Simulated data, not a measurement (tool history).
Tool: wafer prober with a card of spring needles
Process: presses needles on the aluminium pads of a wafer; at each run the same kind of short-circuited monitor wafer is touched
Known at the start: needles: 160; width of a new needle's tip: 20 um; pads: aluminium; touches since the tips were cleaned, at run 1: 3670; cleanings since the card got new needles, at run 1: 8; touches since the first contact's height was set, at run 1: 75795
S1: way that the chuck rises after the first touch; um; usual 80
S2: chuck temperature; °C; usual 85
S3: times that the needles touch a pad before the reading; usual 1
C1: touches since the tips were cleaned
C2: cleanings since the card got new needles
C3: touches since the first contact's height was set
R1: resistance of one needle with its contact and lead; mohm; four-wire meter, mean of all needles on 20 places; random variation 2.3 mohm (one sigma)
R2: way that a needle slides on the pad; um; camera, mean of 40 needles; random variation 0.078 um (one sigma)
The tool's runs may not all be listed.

{"run": 1, "hour": 0.0, "S1": 80, "S2": 85, "S3": 1, "C1": 3670, "C2": 8, "C3": 75795, "R1": 317, "R2": 16.04}
{"run": 2, "hour": 13.5, "S1": 80, "S2": 85, "S3": 1, "C1": 7167, "C2": 8, "C3": 79292, "R1": 329, "R2": 16.05}
{"hour": 16.3, "done": "tips cleaned on abrasive film"}
{"run": 3, "hour": 31.3, "S1": 80, "S2": 94, "S3": 1, "C1": 3890, "C2": 9, "C3": 83854, "R1": 347, "R2": 15.96}
{"hour": 47.2, "done": "tips cleaned on abrasive film"}
{"run": 4, "hour": 52.4, "S1": 80, "S2": 94, "S3": 1, "C1": 1320, "C2": 10, "C3": 89259, "R1": 289, "R2": 16.02}
{"run": 5, "hour": 64.0, "S1": 80, "S2": 85, "S3": 2, "C1": 4327, "C2": 10, "C3": 92266, "R1": 292, "R2": 16.05}
{"hour": 68.6, "done": "tips cleaned on abrasive film, once more"}
{"run": 6, "hour": 75.7, "S1": 80, "S2": 85, "S3": 2, "C1": 1833, "C2": 11, "C3": 95253, "R1": 281, "R2": 15.85}
{"hour": 99.7, "done": "tips cleaned on abrasive film"}
{"run": 7, "hour": 102.2, "S1": 80, "S2": 85, "S3": 1, "C1": 631, "C2": 12, "C3": 102061, "R1": 278, "R2": 15.93}
{"run": 8, "hour": 128.4, "S1": 80, "S2": 85, "S3": 1, "C1": 7398, "C2": 12, "C3": 108828, "R1": 337, "R2": 15.94}
{"hour": 130.7, "done": "tips cleaned on abrasive film"}
{"run": 9, "hour": 146.0, "S1": 60, "S2": 85, "S3": 1, "C1": 3952, "C2": 13, "C3": 113366, "R1": 373, "R2": 11.83}
{"hour": 161.5, "done": "tips cleaned on abrasive film"}
{"run": 10, "hour": 165.7, "S1": 84, "S2": 85, "S3": 1, "C1": 1078, "C2": 14, "C3": 118416, "R1": 285, "R2": 16.7}
{"run": 11, "hour": 188.6, "S1": 80, "S2": 27, "S3": 1, "C1": 6994, "C2": 14, "C3": 124332, "R1": 332, "R2": 15.8}
{"hour": 192.8, "done": "tips cleaned on abrasive film"}
{"run": 12, "hour": 214.0, "S1": 80, "S2": 27, "S3": 1, "C1": 5459, "C2": 15, "C3": 130853, "R1": 323, "R2": 15.97}
{"hour": 224.8, "done": "tips cleaned on abrasive film"}
{"run": 13, "hour": 225.7, "S1": 80, "S2": 27, "S3": 1, "C1": 240, "C2": 16, "C3": 133857, "R1": 248, "R2": 15.83}
{"run": 14, "hour": 247.8, "S1": 96, "S2": 85, "S3": 1, "C1": 5944, "C2": 16, "C3": 139561, "R1": 309, "R2": 19.18}

Run 15 comes next. What will it give?
{"hour": 255.4, "done": "tips cleaned on abrasive film"}
{"run": 15, "hour": 260.5, "S1": 76, "S2": 37, "S3": 2, "C1": 1320, "C2": 17, "C3": 142800, "R1": "?", "R2": "?"}

{"run 15": {"R1": 271, "R2": 15.05}}
Without the tool's hidden state the same run would have given R1 241 mohm, R2 15.47 um.
